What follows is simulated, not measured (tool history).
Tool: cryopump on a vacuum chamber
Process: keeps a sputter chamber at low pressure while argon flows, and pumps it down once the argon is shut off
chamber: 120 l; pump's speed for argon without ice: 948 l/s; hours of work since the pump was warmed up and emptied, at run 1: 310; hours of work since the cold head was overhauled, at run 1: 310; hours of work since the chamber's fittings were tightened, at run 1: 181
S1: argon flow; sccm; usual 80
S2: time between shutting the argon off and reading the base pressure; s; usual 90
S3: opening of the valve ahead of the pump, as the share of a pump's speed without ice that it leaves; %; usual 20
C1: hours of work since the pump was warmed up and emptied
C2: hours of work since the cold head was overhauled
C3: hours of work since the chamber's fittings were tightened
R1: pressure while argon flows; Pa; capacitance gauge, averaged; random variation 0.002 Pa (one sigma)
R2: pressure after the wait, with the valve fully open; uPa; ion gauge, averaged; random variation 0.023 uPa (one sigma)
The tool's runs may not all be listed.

{"run": 1, "hour": 0.0, "S1": 80, "S2": 90, "S3": 20, "C1": 310, "C2": 310, "C3": 181, "R1": 0.7267, "R2": 1.12}
{"run": 2, "hour": 22.8, "S1": 80, "S2": 90, "S3": 20, "C1": 321, "C2": 321, "C3": 191, "R1": 0.726, "R2": 1.19}
{"run": 3, "hour": 53.7, "S1": 80, "S2": 90, "S3": 20, "C1": 334, "C2": 334, "C3": 205, "R1": 0.7226, "R2": 1.25}
{"run": 4, "hour": 83.1, "S1": 80, "S2": 90, "S3": 20, "C1": 348, "C2": 348, "C3": 218, "R1": 0.7276, "R2": 1.22}
{"run": 5, "hour": 98.6, "S1": 80, "S2": 90, "S3": 20, "C1": 355, "C2": 355, "C3": 225, "R1": 0.7256, "R2": 1.26}
{"run": 6, "hour": 120.2, "S1": 80, "S2": 90, "S3": 20, "C1": 364, "C2": 364, "C3": 235, "R1": 0.7261, "R2": 1.25}
{"run": 7, "hour": 146.8, "S1": 80, "S2": 90, "S3": 20, "C1": 376, "C2": 376, "C3": 246, "R1": 0.7243, "R2": 1.3}
{"run": 8, "hour": 174.3, "S1": 80, "S2": 90, "S3": 36, "C1": 388, "C2": 388, "C3": 259, "R1": 0.4114, "R2": 1.26}
{"run": 9, "hour": 191.0, "S1": 80, "S2": 90, "S3": 20, "C1": 396, "C2": 396, "C3": 266, "R1": 0.7267, "R2": 1.42}
{"run": 10, "hour": 206.2, "S1": 80, "S2": 90, "S3": 20, "C1": 403, "C2": 403, "C3": 273, "R1": 0.7264, "R2": 1.37}
{"run": 11, "hour": 229.5, "S1": 80, "S2": 90, "S3": 20, "C1": 413, "C2": 413, "C3": 283, "R1": 0.728, "R2": 1.33}
{"run": 12, "hour": 253.3, "S1": 80, "S2": 90, "S3": 20, "C1": 424, "C2": 424, "C3": 294, "R1": 0.7329, "R2": 1.34}
{"run": 13, "hour": 282.5, "S1": 56, "S2": 30, "S3": 16, "C1": 437, "C2": 437, "C3": 307, "R1": 0.6355, "R2": 2.29}
{"run": 14, "hour": 295.7, "S1": 126, "S2": 111, "S3": 43, "C1": 443, "C2": 443, "C3": 313, "R1": 0.5492, "R2": 1.33}
{"run": 15, "hour": 311.9, "S1": 126, "S2": 111, "S3": 43, "C1": 450, "C2": 450, "C3": 320, "R1": 0.5497, "R2": 1.37}
{"run": 16, "hour": 335.1, "S1": 126, "S2": 111, "S3": 43, "C1": 460, "C2": 460, "C3": 331, "R1": 0.5505, "R2": 1.4}
{"run": 17, "hour": 354.8, "S1": 50, "S2": 57, "S3": 38, "C1": 469, "C2": 469, "C3": 340, "R1": 0.2454, "R2": 1.74}
{"run": 18, "hour": 373.4, "S1": 50, "S2": 57, "S3": 50, "C1": 477, "C2": 477, "C3": 348, "R1": 0.1899, "R2": 1.74}
{"run": 19, "hour": 390.9, "S1": 50, "S2": 57, "S3": 50, "C1": 485, "C2": 485, "C3": 356, "R1": 0.1912, "R2": 1.82}
{"run": 20, "hour": 409.5, "S1": 105, "S2": 76, "S3": 24, "C1": 494, "C2": 494, "C3": 364, "R1": 0.8075, "R2": 1.59}
{"run": 21, "hour": 435.6, "S1": 105, "S2": 76, "S3": 24, "C1": 505, "C2": 505, "C3": 376, "R1": 0.802, "R2": 1.64}
{"run": 22, "hour": 454.3, "S1": 105, "S2": 76, "S3": 38, "C1": 514, "C2": 514, "C3": 384, "R1": 0.5175, "R2": 1.63}
{"run": 23, "hour": 480.2, "S1": 36, "S2": 90, "S3": 20, "C1": 525, "C2": 525, "C3": 396, "R1": 0.3307, "R2": 1.62}

The same runs without the tool's hidden state, with the same run-to-run variation:
The hidden state here: pump's speed, % of a pump's without ice; cold plate's temperature, K; leak into the chamber, uPa l/s; drift of the gauge itself on working_pa, %; drift of the gauge itself on base_upa, %.
run=1 R1=0.7141 R2=0.75
run=2 R1=0.7132 R2=0.79
run=3 R1=0.7093 R2=0.81
run=4 R1=0.7138 R2=0.76
run=5 R1=0.7115 R2=0.78
run=6 R1=0.7117 R2=0.77
run=7 R1=0.7094 R2=0.79
run=8 R1=0.3959 R2=0.74
run=9 R1=0.7110 R2=0.85
run=10 R1=0.7105 R2=0.80
run=11 R1=0.7116 R2=0.76
run=12 R1=0.7160 R2=0.75
run=13 R1=0.6234 R2=1.68
run=14 R1=0.5216 R2=0.69
run=15 R1=0.5217 R2=0.69
run=16 R1=0.5217 R2=0.71
run=17 R1=0.2338 R2=1.04
run=18 R1=0.1781 R2=1.03
run=19 R1=0.1791 R2=1.08
run=20 R1=0.7817 R2=0.85
run=21 R1=0.7758 R2=0.86
run=22 R1=0.4907 R2=0.84
run=23 R1=0.3212 R2=0.80
